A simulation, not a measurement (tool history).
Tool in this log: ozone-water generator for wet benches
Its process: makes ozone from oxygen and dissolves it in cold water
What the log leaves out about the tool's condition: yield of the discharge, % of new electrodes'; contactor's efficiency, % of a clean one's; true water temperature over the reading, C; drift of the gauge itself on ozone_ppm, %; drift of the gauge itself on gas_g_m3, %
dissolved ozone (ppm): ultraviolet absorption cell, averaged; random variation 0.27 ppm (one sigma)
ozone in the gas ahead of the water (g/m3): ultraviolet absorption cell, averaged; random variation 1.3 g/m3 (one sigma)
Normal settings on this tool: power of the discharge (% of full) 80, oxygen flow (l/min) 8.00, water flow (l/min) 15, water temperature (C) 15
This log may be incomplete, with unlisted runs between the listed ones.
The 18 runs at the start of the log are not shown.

run	day	power of the discharge (% of full)	oxygen flow (l/min)	water flow (l/min)	water temperature (C)	hours of work since the electrodes were changed	hours of work since the contactor was cleaned	hours of work since the thermometer was calibrated	dissolved ozone (ppm)	ozone in the gas ahead of the water (g/m3)
19	82.608	80	6.15	21	15	2554	672	2426	26.8	224.9
20	85.083	71	10.90	13	15	2610	729	2482	35.1	166.1
21	90.717	71	10.90	13	15	2738	857	2610	34.6	165.0
22	93.612	45	4.86	15	15	2804	923	2676	21.5	153.4
# day 94.838: water thermometer calibrated
23	99.067	45	9.58	15	15	2928	1046	96	22.4	121.8
24	102.538	45	9.58	15	15	3007	1125	175	22.4	120.3
25	108.625	40	11.20	19	11	3146	1264	314	19.1	103.8
26	113.312	80	8.00	15	11	3252	1371	420	36.4	192.9
27	116.688	67	8.00	15	13	3329	1448	497	30.7	168.8
28	121.021	67	8.00	15	13	3428	1546	596	30.4	166.8
29	126.629	67	8.00	15	13	3555	1674	724	30.4	166.8
# day 130.412: contactor cleaned
30	132.375	79	12.67	14	16	3682	45	851	33.2	157.7
31	136.571	80	8.00	14	15	3778	140	946	34.4	185.0
32	142.154	80	8.00	14	15	3905	267	1073	34.1	185.7
33	147.983	41	7.24	9	15	4038	400	1206	26.5	119.5

Here are 3 independent what-if runs from the current tool condition. What would each one return?
A	154.117	44	8.00	15	15	4177	540	1345	?	?
B	154.117	70	8.00	15	19	4177	540	1345	?	?
C	154.117	80	8.00	15	9	4177	540	1345	?	?

run	dissolved ozone (ppm)	ozone in the gas ahead of the water (g/m3)
A	20.8	119.7
B	26.6	163.9
C	35.5	179.7
With the hidden condition removed and each run's random variation left untouched, the same runs would have given:
run	dissolved ozone (ppm)	ozone in the gas ahead of the water (g/m3)
A	24.6	140.1
B	34.4	209.9
C	47.1	236.3
